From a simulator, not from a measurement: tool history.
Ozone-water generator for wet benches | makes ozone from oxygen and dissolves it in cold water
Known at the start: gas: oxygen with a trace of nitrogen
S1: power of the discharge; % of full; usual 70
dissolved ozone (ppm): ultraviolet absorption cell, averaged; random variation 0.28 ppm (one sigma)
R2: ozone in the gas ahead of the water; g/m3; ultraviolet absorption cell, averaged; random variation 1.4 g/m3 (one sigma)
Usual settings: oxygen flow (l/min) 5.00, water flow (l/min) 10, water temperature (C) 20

run 1 hour=0.0 | S1=70 oxygen_flow_(l/min)=5.00 water_flow_(l/min)=10 water_temperature_(C)=20 | dissolved_ozone_(ppm)=40.1 R2=266.3
run 2 hour=28.9 | S1=70 oxygen_flow_(l/min)=5.00 water_flow_(l/min)=10 water_temperature_(C)=20 | dissolved_ozone_(ppm)=39.9 R2=265.6
run 3 hour=58.8 | S1=70 oxygen_flow_(l/min)=5.00 water_flow_(l/min)=10 water_temperature_(C)=20 | dissolved_ozone_(ppm)=39.9 R2=265.2
run 4 hour=85.0 | S1=58 oxygen_flow_(l/min)=5.00 water_flow_(l/min)=10 water_temperature_(C)=20 | dissolved_ozone_(ppm)=34.6 R2=227.2
run 5 hour=113.3 | S1=77 oxygen_flow_(l/min)=5.00 water_flow_(l/min)=10 water_temperature_(C)=20 | dissolved_ozone_(ppm)=43.0 R2=287.7
run 6 hour=139.9 | S1=70 oxygen_flow_(l/min)=5.00 water_flow_(l/min)=15 water_temperature_(C)=20 | dissolved_ozone_(ppm)=31.8 R2=262.0
run 7 hour=160.0 | S1=70 oxygen_flow_(l/min)=5.00 water_flow_(l/min)=15 water_temperature_(C)=20 | dissolved_ozone_(ppm)=31.4 R2=265.9
run 8 hour=182.8 | S1=70 oxygen_flow_(l/min)=5.00 water_flow_(l/min)=15 water_temperature_(C)=20 | dissolved_ozone_(ppm)=31.2 R2=265.9
run 9 hour=201.3 | S1=70 oxygen_flow_(l/min)=5.00 water_flow_(l/min)=10 water_temperature_(C)=20 | dissolved_ozone_(ppm)=39.2 R2=267.0
run 10 hour=215.0 | S1=70 oxygen_flow_(l/min)=5.00 water_flow_(l/min)=10 water_temperature_(C)=20 | dissolved_ozone_(ppm)=39.8 R2=261.1
run 11 hour=232.4 | S1=70 oxygen_flow_(l/min)=5.00 water_flow_(l/min)=10 water_temperature_(C)=22 | dissolved_ozone_(ppm)=38.0 R2=265.8
run 12 hour=263.2 | S1=70 oxygen_flow_(l/min)=5.00 water_flow_(l/min)=10 water_temperature_(C)=22 | dissolved_ozone_(ppm)=38.0 R2=265.0
run 13 hour=281.2 | S1=70 oxygen_flow_(l/min)=5.00 water_flow_(l/min)=10 water_temperature_(C)=22 | dissolved_ozone_(ppm)=37.9 R2=266.4
run 14 hour=296.6 | S1=70 oxygen_flow_(l/min)=5.00 water_flow_(l/min)=10 water_temperature_(C)=22 | dissolved_ozone_(ppm)=38.1 R2=266.6
run 15 hour=326.5 | S1=70 oxygen_flow_(l/min)=2.88 water_flow_(l/min)=10 water_temperature_(C)=20 | dissolved_ozone_(ppm)=39.3 R2=340.2
run 16 hour=340.3 | S1=70 oxygen_flow_(l/min)=2.88 water_flow_(l/min)=10 water_temperature_(C)=20 | dissolved_ozone_(ppm)=40.0 R2=339.6
run 17 hour=356.7 | S1=79 oxygen_flow_(l/min)=7.45 water_flow_(l/min)=6 water_temperature_(C)=12 | dissolved_ozone_(ppm)=60.6 R2=246.0
run 18 hour=387.2 | S1=92 oxygen_flow_(l/min)=8.01 water_flow_(l/min)=10 water_temperature_(C)=22 | dissolved_ozone_(ppm)=43.3 R2=262.8
run 19 hour=413.6 | S1=47 oxygen_flow_(l/min)=2.91 water_flow_(l/min)=12 water_temperature_(C)=17 | dissolved_ozone_(ppm)=26.7 R2=248.0
run 20 hour=426.5 | S1=48 oxygen_flow_(l/min)=2.91 water_flow_(l/min)=12 water_temperature_(C)=13 | dissolved_ozone_(ppm)=28.5 R2=250.6
run 21 hour=450.7 | S1=70 oxygen_flow_(l/min)=5.00 water_flow_(l/min)=10 water_temperature_(C)=20 | dissolved_ozone_(ppm)=39.7 R2=263.8
run 22 hour=465.1 | S1=60 oxygen_flow_(l/min)=5.00 water_flow_(l/min)=10 water_temperature_(C)=20 | dissolved_ozone_(ppm)=34.9 R2=235.4
run 23 hour=495.8 | S1=70 oxygen_flow_(l/min)=5.32 water_flow_(l/min)=9 water_temperature_(C)=20 | dissolved_ozone_(ppm)=40.8 R2=258.6
run 24 hour=510.1 | S1=67 oxygen_flow_(l/min)=5.00 water_flow_(l/min)=10 water_temperature_(C)=20 | dissolved_ozone_(ppm)=38.0 R2=257.3
run 25 hour=527.1 | S1=67 oxygen_flow_(l/min)=5.00 water_flow_(l/min)=10 water_temperature_(C)=20 | dissolved_ozone_(ppm)=37.7 R2=256.4
run 26 hour=558.0 | S1=90 oxygen_flow_(l/min)=3.19 water_flow_(l/min)=6 water_temperature_(C)=12 | dissolved_ozone_(ppm)=74.7 R2=391.0
run 27 hour=583.4 | S1=44 oxygen_flow_(l/min)=3.19 water_flow_(l/min)=7 water_temperature_(C)=25 | dissolved_ozone_(ppm)=30.5 R2=225.0
run 28 hour=599.8 | S1=73 oxygen_flow_(l/min)=4.07 water_flow_(l/min)=6 water_temperature_(C)=16 | dissolved_ozone_(ppm)=56.9 R2=298.8
run 29 hour=615.0 | S1=54 oxygen_flow_(l/min)=7.43 water_flow_(l/min)=10 water_temperature_(C)=23 | dissolved_ozone_(ppm)=28.6 R2=178.8
run 30 hour=642.3 | S1=63 oxygen_flow_(l/min)=2.51 water_flow_(l/min)=12 water_temperature_(C)=12 | dissolved_ozone_(ppm)=34.4 R2=331.5
run 31 hour=670.2 | S1=49 oxygen_flow_(l/min)=2.51 water_flow_(l/min)=12 water_temperature_(C)=12 | dissolved_ozone_(ppm)=28.7 R2=272.1
run 32 hour=699.8 | S1=50 oxygen_flow_(l/min)=2.57 water_flow_(l/min)=9 water_temperature_(C)=26 | dissolved_ozone_(ppm)=29.4 R2=272.0

3 ways to go on from here, each from the tool as it stands after run 32. What would each give?
run A hour=720.5 | S1=63 oxygen_flow_(l/min)=2.57 water_flow_(l/min)=7 water_temperature_(C)=26 | dissolved_ozone_(ppm)=? R2=?
run B hour=720.5 | S1=50 oxygen_flow_(l/min)=2.62 water_flow_(l/min)=7 water_temperature_(C)=21 | dissolved_ozone_(ppm)=? R2=?
run C hour=720.5 | S1=50 oxygen_flow_(l/min)=4.69 water_flow_(l/min)=9 water_temperature_(C)=19 | dissolved_ozone_(ppm)=? R2=?

run=A dissolved_ozone_(ppm)=40.2 R2=323.6
run=B dissolved_ozone_(ppm)=36.6 R2=270.7
run=C dissolved_ozone_(ppm)=32.1 R2=209.1
Without the tool's hidden state the same runs would have given:
run=A dissolved_ozone_(ppm)=43.9 R2=334.5
run=B dissolved_ozone_(ppm)=39.7 R2=277.9
run=C dissolved_ozone_(ppm)=35.0 R2=214.7
